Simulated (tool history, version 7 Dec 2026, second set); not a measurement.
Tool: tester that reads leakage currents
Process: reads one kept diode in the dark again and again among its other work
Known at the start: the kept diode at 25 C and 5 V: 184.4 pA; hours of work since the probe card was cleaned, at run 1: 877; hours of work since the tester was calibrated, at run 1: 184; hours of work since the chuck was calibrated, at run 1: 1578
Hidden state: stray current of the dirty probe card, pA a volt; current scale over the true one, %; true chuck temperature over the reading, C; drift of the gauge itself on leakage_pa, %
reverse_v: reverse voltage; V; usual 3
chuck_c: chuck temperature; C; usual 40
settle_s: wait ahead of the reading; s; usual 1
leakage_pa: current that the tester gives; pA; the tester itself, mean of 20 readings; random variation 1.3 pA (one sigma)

run   hour  reverse_v  chuck_c  settle_s  hours of work since the probe card was cleaned  hours of work since the tester was calibrated  hours of work since the chuck was calibrated  leakage_pa
  1      0          3       40         1                                             877                                            184                                          1578      441.66
  2   39.7          3       40         1                                             899                                            205                                          1600      443.75
  3   79.7          3       57         1                                             921                                            227                                          1622      1411.7
  4  119.4          3       57         1                                             942                                            249                                          1644     1410.39
  5  157.6          3       27         1                                             963                                            270                                          1664      167.41
  6  183.4          3       27         1                                             977                                            284                                          1679      167.72
  7  216.2          3       40      0.77                                             995                                            301                                          1696      444.32
  8  244.3      12.62       33      2.77                                            1010                                            317                                          1712      544.39
  9    279      12.62       33      2.77                                            1029                                            336                                          1731      542.15
 10  314.7       5.52       24      5.57                                            1049                                            355                                          1750      179.87
 11  351.3       1.03       52      5.57                                            1069                                            375                                          1770      593.81
 12  373.6          3       40      3.44                                            1081                                            387                                          1782      441.04
 13  402.8       4.87       25      0.37                                            1097                                            403                                          1798      184.98

5 ways to go on from here, each from the tool as it stands after run 13. What would each give?
  A  436.5       4.87       58      0.76                                            1115                                            422                                          1817           ?
  B  436.5       1.34       51      1.02                                            1115                                            422                                          1817           ?
  C  436.5       1.27       25      0.37                                            1115                                            422                                          1817           ?
  D  436.5      13.11       54      6.64                                            1115                                            422                                          1817           ?
  E  436.5       1.46       28      0.65                                            1115                                            422                                          1817           ?

run  leakage_pa
  A     1915.29
  B      635.95
  C       93.51
  D     2442.21
  E      127.42
Without the tool's hidden state the same runs would have given:
run  leakage_pa
  A     1913.45
  B      635.32
  C       93.39
  D     2439.72
  E      127.26
